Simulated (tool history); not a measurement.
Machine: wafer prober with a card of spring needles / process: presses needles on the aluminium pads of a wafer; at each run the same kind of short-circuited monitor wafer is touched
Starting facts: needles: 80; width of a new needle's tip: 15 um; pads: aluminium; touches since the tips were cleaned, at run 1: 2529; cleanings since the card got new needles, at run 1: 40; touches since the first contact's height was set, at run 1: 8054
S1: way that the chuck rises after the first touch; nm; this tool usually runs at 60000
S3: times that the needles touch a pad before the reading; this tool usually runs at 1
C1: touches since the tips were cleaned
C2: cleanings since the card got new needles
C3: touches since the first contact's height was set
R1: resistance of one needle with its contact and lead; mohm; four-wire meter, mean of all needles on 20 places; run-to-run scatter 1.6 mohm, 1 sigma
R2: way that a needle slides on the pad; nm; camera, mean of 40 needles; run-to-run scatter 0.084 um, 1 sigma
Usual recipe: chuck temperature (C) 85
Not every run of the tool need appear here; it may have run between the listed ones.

run 1 hour=0 | S1=60000 chuck_temperature_(C)=85 S3=1 | C1=2529 C2=40 C3=8054 | R1=262 R2=9280
-- hour=4.3 tips cleaned on abrasive film
run 2 hour=12.6 | S1=60000 chuck_temperature_(C)=85 S3=1 | C1=4088 C2=41 C3=14182 | R1=307 R2=9170
-- hour=13.5 tips cleaned on abrasive film
run 3 hour=20.2 | S1=60000 chuck_temperature_(C)=85 S3=1 | C1=3239 C2=42 C3=17803 | R1=300 R2=9320
-- hour=22.8 tips cleaned on abrasive film
run 4 hour=27.4 | S1=60000 chuck_temperature_(C)=85 S3=1 | C1=2271 C2=43 C3=21300 | R1=271 R2=9170
-- hour=32.4 tips cleaned on abrasive film
run 5 hour=37 | S1=60000 chuck_temperature_(C)=85 S3=1 | C1=2215 C2=44 C3=25921 | R1=263 R2=9110
-- hour=42.1 tips cleaned on abrasive film
run 6 hour=44 | S1=60000 chuck_temperature_(C)=85 S3=2 | C1=930 C2=45 C3=29303 | R1=197 R2=9300
run 7 hour=50.3 | S1=60000 chuck_temperature_(C)=85 S3=2 | C1=4030 C2=45 C3=32403 | R1=253 R2=9230
-- hour=51.3 tips cleaned on abrasive film
run 8 hour=59.8 | S1=60000 chuck_temperature_(C)=85 S3=2 | C1=4177 C2=46 C3=36975 | R1=257 R2=9270
-- hour=60.6 tips cleaned on abrasive film
-- hour=69.8 tips cleaned on abrasive film
run 9 hour=70.9 | S1=60000 chuck_temperature_(C)=85 S3=2 | C1=539 C2=48 C3=42286 | R1=183 R2=9110
run 10 hour=78.6 | S1=60000 chuck_temperature_(C)=85 S3=2 | C1=4324 C2=48 C3=46071 | R1=260 R2=9200
-- hour=79.3 tips cleaned on abrasive film
run 11 hour=85.3 | S1=60000 chuck_temperature_(C)=85 S3=1 | C1=2914 C2=49 C3=49259 | R1=285 R2=9030
-- hour=88.6 tips cleaned on abrasive film
run 12 hour=96.8 | S1=74000 chuck_temperature_(C)=85 S3=1 | C1=4039 C2=50 C3=54862 | R1=268 R2=11450
-- hour=98.1 tips cleaned on abrasive film
-- hour=107.7 tips cleaned on abrasive film
run 13 hour=107.9 | S1=74000 chuck_temperature_(C)=85 S3=1 | C1=106 C2=52 C3=60180 | R1=175 R2=11290
run 14 hour=114.6 | S1=74000 chuck_temperature_(C)=85 S3=1 | C1=3363 C2=52 C3=63437 | R1=265 R2=11260
-- hour=117.2 tips cleaned on abrasive film
run 15 hour=121.5 | S1=60000 chuck_temperature_(C)=69 S3=1 | C1=2052 C2=53 C3=66744 | R1=273 R2=9080
-- hour=126.4 tips cleaned on abrasive film
run 16 hour=132.1 | S1=60000 chuck_temperature_(C)=49 S3=1 | C1=2762 C2=54 C3=71896 | R1=298 R2=9010
-- hour=136.3 tips cleaned on abrasive film
run 17 hour=141.8 | S1=60000 chuck_temperature_(C)=85 S3=2 | C1=2699 C2=55 C3=76591 | R1=241 R2=9040
-- hour=145.7 tips cleaned on abrasive film
run 18 hour=151.1 | S1=60000 chuck_temperature_(C)=60 S3=1 | C1=2645 C2=56 C3=81084 | R1=287 R2=9020
-- hour=155.2 tips cleaned on abrasive film
run 19 hour=160.6 | S1=60000 chuck_temperature_(C)=60 S3=1 | C1=2671 C2=57 C3=85690 | R1=299 R2=9100
-- hour=164.4 tips cleaned on abrasive film
-- hour=173.6 tips cleaned on abrasive film
run 20 hour=173.6 | S1=44000 chuck_temperature_(C)=42 S3=1 | C1=6 C2=59 C3=91925 | R1=186 R2=6500
-- hour=182.8 tips cleaned on abrasive film
run 21 hour=183.8 | S1=60000 chuck_temperature_(C)=85 S3=2 | C1=515 C2=60 C3=96880 | R1=187 R2=8860
run 22 hour=191.8 | S1=60000 chuck_temperature_(C)=85 S3=1 | C1=4409 C2=60 C3=100774 | R1=330 R2=8900
-- hour=193 tips cleaned on abrasive film
run 23 hour=201.4 | S1=56000 chuck_temperature_(C)=54 S3=1 | C1=4086 C2=61 C3=105402 | R1=373 R2=8260
-- hour=202.3 tips cleaned on abrasive film
run 24 hour=209.7 | S1=56000 chuck_temperature_(C)=55 S3=1 | C1=3624 C2=62 C3=109404 | R1=343 R2=8270
-- hour=212.3 tips cleaned on abrasive film
run 25 hour=220.8 | S1=60000 chuck_temperature_(C)=71 S3=1 | C1=4140 C2=63 C3=114771 | R1=345 R2=8840
-- hour=221.9 tips cleaned on abrasive film
-- hour=231.2 tips cleaned on abrasive film
run 26 hour=231.2 | S1=60000 chuck_temperature_(C)=71 S3=1 | C1=0 C2=65 C3=119786 | R1=180 R2=8820
-- hour=241.7 tips cleaned on abrasive film
run 27 hour=244.3 | S1=68000 chuck_temperature_(C)=85 S3=2 | C1=1311 C2=66 C3=126142 | R1=200 R2=10070
-- hour=251.5 tips cleaned on abrasive film
run 28 hour=257.5 | S1=68000 chuck_temperature_(C)=85 S3=2 | C1=2920 C2=67 C3=132517 | R1=225 R2=10020
-- hour=260.7 tips cleaned on abrasive film
run 29 hour=265 | S1=60000 chuck_temperature_(C)=85 S3=1 | C1=2092 C2=68 C3=136124 | R1=277 R2=8670
-- hour=269.9 tips cleaned on abrasive film
run 30 hour=275.1 | S1=60000 chuck_temperature_(C)=85 S3=1 | C1=2552 C2=69 C3=141012 | R1=303 R2=8730
-- hour=279.8 tips cleaned on abrasive film
run 31 hour=288.6 | S1=56000 chuck_temperature_(C)=37 S3=1 | C1=4270 C2=70 C3=147554 | R1=391 R2=8070
-- hour=289.4 tips cleaned on abrasive film
run 32 hour=294.6 | S1=56000 chuck_temperature_(C)=37 S3=1 | C1=2562 C2=71 C3=150448 | R1=313 R2=8140
-- hour=299.5 tips cleaned on abrasive film
run 33 hour=306.3 | S1=75000 chuck_temperature_(C)=42 S3=2 | C1=3327 C2=72 C3=156103 | R1=220 R2=11080
-- hour=309.1 tips cleaned on abrasive film
-- hour=319 tips cleaned on abrasive film
run 34 hour=319.2 | S1=46000 chuck_temperature_(C)=42 S3=1 | C1=87 C2=74 C3=162314 | R1=209 R2=6630

For some of the steps in R1 from one run to the next: how much would appear even if the tool had no hidden state, given the settings, what came in and random variation, and how much remains for the hidden state plus any gauge scatter that the measured result and the result without hidden state don't share?
The tool's hidden condition here consists of: debris on the tips, nm; way that the needles fall short of the set height, um; tips' diameter, um; drift of the gauge itself on contact_mohm, %; drift of the gauge itself on scrub_um, %.
Run 19 -> 20: S1 60000 -> 44000, chuck temperature (C) 60 -> 42, tips cleaned on abrasive film, tips cleaned on abrasive film. R1 -113 mohm: hidden state -117, all else +4.
Run 21 -> 22: S3 2 -> 1. R1 +143 mohm: hidden state +141, all else +2.
Run 25 -> 26: tips cleaned on abrasive film, tips cleaned on abrasive film. R1 -165 mohm: hidden state -166, all else +1.
